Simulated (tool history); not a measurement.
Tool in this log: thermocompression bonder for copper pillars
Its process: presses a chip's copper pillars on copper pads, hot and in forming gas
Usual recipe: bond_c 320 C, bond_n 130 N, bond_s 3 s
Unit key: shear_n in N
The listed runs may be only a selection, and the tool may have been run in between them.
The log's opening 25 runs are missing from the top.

run	day	bond_c	bond_n	bond_s	shear_n
26	10.225	340	85	4	67.7
27	10.600	315	111	2	57.2
28	10.992	316	145	3	83.1
29	11.288	294	172	3	83.4
30	11.575	294	172	3	82.8
31	12.142	314	172	3	91.4
32	12.700	314	172	3	93.0
33	13.262	309	159	6	96.5
34	13.550	309	159	6	98.4
35	14.012	331	130	6	97.4
36	14.533	307	102	5	68.9
37	15.042	327	124	2	69.6

Branching from run 37: 3 alternative next runs. What would each branch give?
A	15.450	345	124	2	?
B	15.450	348	110	2	?
C	15.450	316	79	9	?

run	shear_n
A	76.6
B	72.5
C	67.5
With the hidden condition removed and each run's random variation left untouched, the same runs would have given:
run	shear_n
A	77.0
B	72.9
C	67.8
